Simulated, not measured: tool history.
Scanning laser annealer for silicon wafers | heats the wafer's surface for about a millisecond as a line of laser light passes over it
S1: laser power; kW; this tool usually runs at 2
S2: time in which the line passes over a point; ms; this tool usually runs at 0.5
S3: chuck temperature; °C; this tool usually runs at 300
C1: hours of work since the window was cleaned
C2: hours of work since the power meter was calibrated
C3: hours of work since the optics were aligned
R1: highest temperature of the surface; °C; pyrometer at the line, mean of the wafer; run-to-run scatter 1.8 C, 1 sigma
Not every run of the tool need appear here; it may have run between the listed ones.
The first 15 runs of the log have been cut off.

run     day     S1     S2   S3   C1    C2   C3    R1
 16  26.679   2.02  0.529  300   64   964  964  1077
     27.662  -- optics aligned, line set to its width
 17  28.488      2    0.5  300   93   994   15  1057
 18  31.196      2    0.5  300  143  1043   65  1055
 19  33.558      2    0.5  265  186  1087  108  1017
 20  35.575      2    0.5  265  223  1124  145  1016
 21  37.196      2  0.378  289  253  1153  175   946
 22  39.779  1.765  0.597  335  300  1201  222  1041
 23  42.429  1.765  0.597  335  349  1249  271  1037
 24  44.967      2    0.5  274  395  1296  317  1014
 25    47.1      2  0.379  277  434  1335  357   925
 26  49.325      2  0.391  302  475  1376  397   961
 27  50.896  1.772  0.391  324  504  1405  426   900
     52.354  -- window over the wafer cleaned
 28  52.733  1.905  0.591  264    7  1437  458  1041
 29  55.258  1.802    0.5  300   53  1483  505   973
 30  57.796  1.895  0.551  317  100  1530  551  1058
 31  59.979  1.919  0.551  273  140  1570  591  1025
 32  62.683  1.919  0.551  273  190  1619  641  1024
 33  63.871  1.919  0.551  273  211  1641  663  1021

Run 34 has not been measured yet. What should we expect?
 34  66.488  1.919  0.551  273  259  1689  711   ?

R1: 1020 °C
On a tool with no hidden condition, and with the same random variation, this run would have come out at R1 1035 °C.
